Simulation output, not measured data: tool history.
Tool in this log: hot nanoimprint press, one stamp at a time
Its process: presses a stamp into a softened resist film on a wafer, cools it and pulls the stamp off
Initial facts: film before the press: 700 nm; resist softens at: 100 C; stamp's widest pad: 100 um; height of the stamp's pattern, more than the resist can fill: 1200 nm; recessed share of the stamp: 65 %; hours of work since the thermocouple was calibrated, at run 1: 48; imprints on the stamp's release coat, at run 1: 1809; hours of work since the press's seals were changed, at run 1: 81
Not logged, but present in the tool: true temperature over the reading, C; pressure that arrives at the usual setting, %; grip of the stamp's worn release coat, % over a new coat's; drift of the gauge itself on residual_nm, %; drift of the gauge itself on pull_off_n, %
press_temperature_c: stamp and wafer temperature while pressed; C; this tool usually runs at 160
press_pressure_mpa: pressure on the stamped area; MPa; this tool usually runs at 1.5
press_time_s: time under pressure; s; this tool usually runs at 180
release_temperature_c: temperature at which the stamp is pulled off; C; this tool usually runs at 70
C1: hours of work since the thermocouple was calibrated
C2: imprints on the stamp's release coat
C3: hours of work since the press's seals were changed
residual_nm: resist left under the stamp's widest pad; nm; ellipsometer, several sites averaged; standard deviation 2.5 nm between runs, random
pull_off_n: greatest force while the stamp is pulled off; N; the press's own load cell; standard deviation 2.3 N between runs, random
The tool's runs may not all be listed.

run 1 day=0 | press_temperature_c=160 press_pressure_mpa=1.5 press_time_s=180 release_temperature_c=70 | C1=48 C2=1809 C3=81 | residual_nm=403.9 pull_off_n=207
run 2 day=0.392 | press_temperature_c=160 press_pressure_mpa=1.5 press_time_s=236 release_temperature_c=70 | C1=55 C2=1849 C3=87 | residual_nm=373.2 pull_off_n=199
-- day=0.729 stamp cleaned and given a new release coat
run 3 day=1.038 | press_temperature_c=160 press_pressure_mpa=1.5 press_time_s=236 release_temperature_c=70 | C1=61 C2=31 C3=93 | residual_nm=370.3 pull_off_n=106
run 4 day=1.367 | press_temperature_c=160 press_pressure_mpa=1.5 press_time_s=236 release_temperature_c=70 | C1=66 C2=64 C3=99 | residual_nm=372.3 pull_off_n=104
run 5 day=1.717 | press_temperature_c=160 press_pressure_mpa=1.5 press_time_s=180 release_temperature_c=57 | C1=72 C2=99 C3=104 | residual_nm=405.4 pull_off_n=123
run 6 day=2.088 | press_temperature_c=160 press_pressure_mpa=1.5 press_time_s=180 release_temperature_c=57 | C1=77 C2=136 C3=110 | residual_nm=408.5 pull_off_n=126
run 7 day=2.308 | press_temperature_c=160 press_pressure_mpa=1.5 press_time_s=180 release_temperature_c=57 | C1=81 C2=158 C3=113 | residual_nm=409 pull_off_n=129
run 8 day=2.667 | press_temperature_c=160 press_pressure_mpa=1.5 press_time_s=180 release_temperature_c=57 | C1=86 C2=194 C3=119 | residual_nm=408.8 pull_off_n=129
run 9 day=3.071 | press_temperature_c=160 press_pressure_mpa=1.5 press_time_s=249 release_temperature_c=70 | C1=93 C2=235 C3=125 | residual_nm=367.4 pull_off_n=114
run 10 day=3.438 | press_temperature_c=160 press_pressure_mpa=1.5 press_time_s=249 release_temperature_c=70 | C1=99 C2=272 C3=131 | residual_nm=365.2 pull_off_n=117
run 11 day=3.8 | press_temperature_c=160 press_pressure_mpa=1.31 press_time_s=249 release_temperature_c=70 | C1=104 C2=308 C3=137 | residual_nm=384.9 pull_off_n=114
run 12 day=4.054 | press_temperature_c=160 press_pressure_mpa=1.31 press_time_s=249 release_temperature_c=70 | C1=108 C2=334 C3=141 | residual_nm=384.6 pull_off_n=117
run 13 day=4.45 | press_temperature_c=160 press_pressure_mpa=1.5 press_time_s=180 release_temperature_c=70 | C1=115 C2=373 C3=147 | residual_nm=410.4 pull_off_n=120
run 14 day=4.729 | press_temperature_c=160 press_pressure_mpa=1.5 press_time_s=180 release_temperature_c=70 | C1=119 C2=401 C3=152 | residual_nm=410.9 pull_off_n=126
run 15 day=5.133 | press_temperature_c=160 press_pressure_mpa=1.5 press_time_s=180 release_temperature_c=70 | C1=125 C2=442 C3=158 | residual_nm=409.3 pull_off_n=125
run 16 day=5.433 | press_temperature_c=160 press_pressure_mpa=1.5 press_time_s=180 release_temperature_c=70 | C1=130 C2=472 C3=163 | residual_nm=412.2 pull_off_n=121
run 17 day=5.771 | press_temperature_c=160 press_pressure_mpa=1.5 press_time_s=180 release_temperature_c=64 | C1=135 C2=506 C3=168 | residual_nm=408.5 pull_off_n=133
run 18 day=6.225 | press_temperature_c=160 press_pressure_mpa=0.93 press_time_s=137 release_temperature_c=70 | C1=143 C2=552 C3=175 | residual_nm=511.1 pull_off_n=134
run 19 day=6.575 | press_temperature_c=160 press_pressure_mpa=0.93 press_time_s=137 release_temperature_c=70 | C1=148 C2=587 C3=181 | residual_nm=508.8 pull_off_n=127
run 20 day=7.033 | press_temperature_c=154 press_pressure_mpa=1.25 press_time_s=248 release_temperature_c=78 | C1=155 C2=633 C3=188 | residual_nm=519.1 pull_off_n=114
run 21 day=7.475 | press_temperature_c=160 press_pressure_mpa=1.13 press_time_s=206 release_temperature_c=70 | C1=162 C2=677 C3=195 | residual_nm=441.1 pull_off_n=134
run 22 day=7.667 | press_temperature_c=162 press_pressure_mpa=2.34 press_time_s=180 release_temperature_c=70 | C1=165 C2=696 C3=198 | residual_nm=312.7 pull_off_n=136
run 23 day=8.071 | press_temperature_c=160 press_pressure_mpa=1.12 press_time_s=180 release_temperature_c=73 | C1=172 C2=737 C3=204 | residual_nm=449.5 pull_off_n=134
run 24 day=8.3 | press_temperature_c=160 press_pressure_mpa=1.5 press_time_s=140 release_temperature_c=62 | C1=175 C2=760 C3=208 | residual_nm=445.9 pull_off_n=151
run 25 day=8.7 | press_temperature_c=157 press_pressure_mpa=1.5 press_time_s=140 release_temperature_c=70 | C1=182 C2=800 C3=214 | residual_nm=509.3 pull_off_n=136
run 26 day=9.017 | press_temperature_c=155 press_pressure_mpa=1.4 press_time_s=95 release_temperature_c=70 | C1=187 C2=832 C3=219 | residual_nm=589.8 pull_off_n=140
run 27 day=9.329 | press_temperature_c=155 press_pressure_mpa=1.4 press_time_s=95 release_temperature_c=71 | C1=192 C2=863 C3=224 | residual_nm=585.3 pull_off_n=139
run 28 day=9.662 | press_temperature_c=160 press_pressure_mpa=1.93 press_time_s=129 release_temperature_c=70 | C1=197 C2=897 C3=229 | residual_nm=415.3 pull_off_n=143
run 29 day=9.892 | press_temperature_c=160 press_pressure_mpa=1.02 press_time_s=176 release_temperature_c=70 | C1=200 C2=920 C3=233 | residual_nm=471.8 pull_off_n=147
run 30 day=10.208 | press_temperature_c=160 press_pressure_mpa=1.06 press_time_s=180 release_temperature_c=61 | C1=205 C2=952 C3=238 | residual_nm=460.1 pull_off_n=167
run 31 day=10.612 | press_temperature_c=152 press_pressure_mpa=2.37 press_time_s=180 release_temperature_c=70 | C1=212 C2=992 C3=244 | residual_nm=515 pull_off_n=151

Pick out some run-to-run changes in residual_nm. Of each, how much would a tool without hidden state show as well, from the settings, what came in and chance, and how much is left for the hidden state and any gauge scatter not in both results compared?
Run 21 -> 22: press_temperature_c 160 -> 162, press_pressure_mpa 1.13 -> 2.34, press_time_s 206 -> 180. residual_nm -128.4 nm: hidden state +0.3, all else -128.7.
Run 22 -> 23: press_temperature_c 162 -> 160, press_pressure_mpa 2.34 -> 1.12, release_temperature_c 70 -> 73. residual_nm +136.8 nm: hidden state -0.1, all else +136.9.
Run 25 -> 26: press_temperature_c 157 -> 155, press_pressure_mpa 1.5 -> 1.4, press_time_s 140 -> 95. residual_nm +80.5 nm: hidden state -1.4, all else +81.9.
Run 27 -> 28: press_temperature_c 155 -> 160, press_pressure_mpa 1.4 -> 1.93, press_time_s 95 -> 129, release_temperature_c 71 -> 70. residual_nm -170 nm: hidden state +2.4, all else -172.4.
Run 30 -> 31: press_temperature_c 160 -> 152, press_pressure_mpa 1.06 -> 2.37, release_temperature_c 61 -> 70. residual_nm +54.9 nm: hidden state +1.6, all else +53.3.
